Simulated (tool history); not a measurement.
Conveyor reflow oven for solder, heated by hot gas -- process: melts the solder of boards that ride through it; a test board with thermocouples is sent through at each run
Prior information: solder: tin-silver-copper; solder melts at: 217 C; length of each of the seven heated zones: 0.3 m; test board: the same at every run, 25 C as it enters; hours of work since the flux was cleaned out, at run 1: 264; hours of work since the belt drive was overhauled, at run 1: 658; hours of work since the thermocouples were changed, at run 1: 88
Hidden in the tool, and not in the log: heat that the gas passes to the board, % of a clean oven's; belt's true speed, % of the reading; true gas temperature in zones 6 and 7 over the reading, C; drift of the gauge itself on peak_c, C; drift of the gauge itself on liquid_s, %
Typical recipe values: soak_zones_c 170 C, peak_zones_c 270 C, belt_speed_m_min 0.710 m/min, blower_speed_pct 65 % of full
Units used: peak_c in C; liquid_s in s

run    day  soak_zones_c  peak_zones_c  belt_speed_m_min  blower_speed_pct  hours of work since the flux was cleaned out  hours of work since the belt drive was overhauled  hours of work since the thermocouples were changed  peak_c  liquid_s
  1  0.000           170           270             0.710                65                                           264                                                658                                                  88   252.5      37.1
  2  0.354           170           270             0.710                65                                           270                                                665                                                  95   252.3      37.4
  3  0.571           170           270             0.710                65                                           274                                                669                                                  99   252.5      37.1
  4  0.842           170           270             0.710                65                                           280                                                674                                                 104   252.3      37.7
  5  1.162           170           270             0.710                65                                           286                                                680                                                 110   252.5      37.6
  6  1.450           170           270             0.710                65                                           291                                                685                                                 116   252.4      37.4
  7  1.758           170           270             0.710                65                                           297                                                691                                                 121   252.5      37.6
  8  1.954           170           270             0.710                65                                           300                                                695                                                 125   252.5      37.4
  9  2.238           170           270             0.710                65                                           306                                                700                                                 130   252.1      37.3
 10  2.612           170           270             0.710                65                                           313                                                707                                                 137   252.3      36.7
 11  2.917           170           270             0.710                65                                           319                                                713                                                 143   252.0      37.2
 12  3.346           158           270             0.710                65                                           327                                                721                                                 151   249.4      33.7
 13  3.621           158           270             0.710                65                                           332                                                726                                                 156   250.1      33.7
 14  3.917           170           270             0.587                65                                           337                                                732                                                 162   258.1      48.9
 15  4.229           170           277             0.587                65                                           343                                                738                                                 168   264.4      52.1
 16  4.688           170           281             0.587                65                                           352                                                746                                                 176   268.0      53.9
 17  5.058           170           281             0.587                65                                           359                                                753                                                 183   268.3      53.3
 18  5.396           180           270             0.710                65                                           365                                                759                                                 190   253.5      40.3
 19  5.767           163           270             0.710                62                                           372                                                766                                                 197   250.2      34.1
 20  6.233           166           270             0.781                65                                           381                                                775                                                 206   247.5      30.0
 21  6.683           171           261             0.639                57                                           389                                                784                                                 214   245.0      38.0
 22  7.088           158           270             0.710                62                                           397                                                791                                                 222   248.4      32.9
 23  7.404           158           270             0.710                62                                           403                                                797                                                 228   248.4      32.9
 24  7.612           158           270             0.710                62                                           407                                                801                                                 231   249.1      32.7
 25  8.067           158           267             0.710                62                                           415                                                810                                                 240   246.2      31.2
 26  8.283           158           267             0.710                62                                           419                                                814                                                 244   245.9      31.0
 27  8.625           165           272             0.605                65                                           426                                                820                                                 251   258.6      46.3
 28  8.829           165           272             0.605                65                                           430                                                824                                                 254   258.1      46.5
 29  9.033           170           271             0.778                75                                           434                                                828                                                 258   252.5      34.4
 30  9.308           170           271             0.778                75                                           439                                                833                                                 263   252.0      34.5

Forecast each of these 3 alternatives for the next run:
     9.733  -- flux residue cleaned out of gas plates and filters
  A  9.975           163           270             0.660                65                                             5                                                842                                                 272       ?         ?
     9.733  -- flux residue cleaned out of gas plates and filters
  B  9.975           170           258             0.778                65                                             5                                                842                                                 272       ?         ?
     9.733  -- flux residue cleaned out of gas plates and filters
  C  9.975           160           271             0.610                50                                             5                                                842                                                 272       ?         ?

run  peak_c  liquid_s
  A   255.2      41.3
  B   241.1      27.9
  C   253.4      41.8
Stripped of hidden state, with their random variation kept, the same runs would have yielded:
run  peak_c  liquid_s
  A   254.2      40.0
  B   240.1      26.7
  C   252.3      40.3
